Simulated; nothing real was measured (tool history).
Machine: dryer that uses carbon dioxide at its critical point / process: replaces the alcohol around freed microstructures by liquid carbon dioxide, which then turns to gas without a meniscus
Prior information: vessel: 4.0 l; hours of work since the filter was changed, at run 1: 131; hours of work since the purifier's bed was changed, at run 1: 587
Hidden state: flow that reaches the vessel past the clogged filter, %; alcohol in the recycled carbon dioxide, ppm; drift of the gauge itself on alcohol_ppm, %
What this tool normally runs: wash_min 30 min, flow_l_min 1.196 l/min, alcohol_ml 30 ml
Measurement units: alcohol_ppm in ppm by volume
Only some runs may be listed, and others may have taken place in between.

| run | hour | wash_min | flow_l_min | alcohol_ml | hours of work since the filter was changed | hours of work since the purifier's bed was changed | alcohol_ppm |
|---|---|---|---|---|---|---|---|
| 1 | 0 | 30 | 1.196 | 30 | 131 | 587 | 132 |
| 2 | 38.8 | 30 | 1.196 | 30 | 143 | 599 | 140 |
| 3 | 73.1 | 30 | 1.196 | 30 | 155 | 611 | 144 |
| 4 | 139.4 | 30 | 1.196 | 30 | 176 | 632 | 153 |
|  | 169.3 | inlet filter changed |
| 5 | 180.3 | 30 | 1.196 | 30 | 4 | 646 | 140 |
| 6 | 241.6 | 30 | 1.196 | 30 | 24 | 666 | 142 |
| 7 | 299.5 | 30 | 1.196 | 30 | 43 | 685 | 153 |
| 8 | 327.4 | 30 | 1.196 | 30 | 52 | 694 | 156 |
| 9 | 361.4 | 30 | 1.196 | 30 | 63 | 705 | 160 |
| 10 | 397.7 | 30 | 1.196 | 30 | 75 | 717 | 152 |
| 11 | 455 | 30 | 1.196 | 30 | 94 | 736 | 170 |
| 12 | 514.4 | 30 | 1.196 | 97 | 113 | 755 | 201 |
| 13 | 577.2 | 26 | 1.196 | 30 | 134 | 776 | 194 |
| 14 | 624 | 30 | 1.196 | 30 | 149 | 791 | 182 |
| 15 | 683.2 | 30 | 1.196 | 30 | 169 | 811 | 186 |
|  | 736.6 | inlet filter changed |
| 16 | 748.7 | 47 | 1.196 | 30 | 4 | 832 | 172 |
| 17 | 812.1 | 47 | 1.196 | 30 | 25 | 853 | 168 |
| 18 | 845.6 | 47 | 1.196 | 30 | 36 | 864 | 174 |
| 19 | 891.3 | 47 | 1.02 | 21 | 51 | 879 | 184 |
| 20 | 956.6 | 47 | 1.51 | 34 | 72 | 900 | 189 |
| 21 | 999.9 | 30 | 1.42 | 23 | 87 | 915 | 180 |
| 22 | 1053.8 | 30 | 0.83 | 23 | 104 | 932 | 266 |
| 23 | 1107 | 30 | 1.42 | 30 | 122 | 950 | 200 |
| 24 | 1161.3 | 26 | 1.196 | 23 | 140 | 968 | 230 |
| 25 | 1213.7 | 20 | 1.196 | 30 | 157 | 985 | 339 |
| 26 | 1244 | 46 | 1.6 | 51 | 167 | 995 | 208 |
| 27 | 1292.8 | 30 | 1.36 | 57 | 183 | 1011 | 229 |
|  | 1303.9 | inlet filter changed |
| 28 | 1328.8 | 30 | 1.15 | 22 | 8 | 1022 | 221 |
| 29 | 1384.5 | 34 | 1.15 | 22 | 27 | 1041 | 221 |
| 30 | 1417.1 | 34 | 1.15 | 22 | 37 | 1051 | 222 |
| 31 | 1444.8 | 34 | 1.15 | 22 | 46 | 1060 | 215 |
| 32 | 1493 | 34 | 1.15 | 22 | 62 | 1076 | 220 |
| 33 | 1538.1 | 24 | 1.27 | 35 | 77 | 1091 | 252 |
| 34 | 1574 | 24 | 1.21 | 35 | 89 | 1103 | 280 |
| 35 | 1635.1 | 24 | 1.21 | 35 | 109 | 1123 | 268 |
|  | 1669.5 | purifier's bed changed |
| 36 | 1680.9 | 24 | 1.21 | 35 | 123 | 4 | 73 |

5 options for the next run, each taken on its own from the tool as it stands now. Forecast them:
| A | 1726.9 | 30 | 1.42 | 59 | 138 | 19 | ? |
| B | 1726.9 | 20 | 1.29 | 45 | 138 | 19 | ? |
| C | 1726.9 | 30 | 1.196 | 65 | 138 | 19 | ? |
| D | 1726.9 | 30 | 0.83 | 112 | 138 | 19 | ? |
| E | 1726.9 | 26 | 0.87 | 34 | 138 | 19 | ? |

| run | alcohol_ppm |
|---|---|
| A | 16 |
| B | 153 |
| C | 40 |
| D | 424 |
| E | 195 |
Without the tool's hidden state the same runs would have given:
| run | alcohol_ppm |
|---|---|
| A | 5 |
| B | 77 |
| C | 13 |
| D | 218 |
| E | 106 |
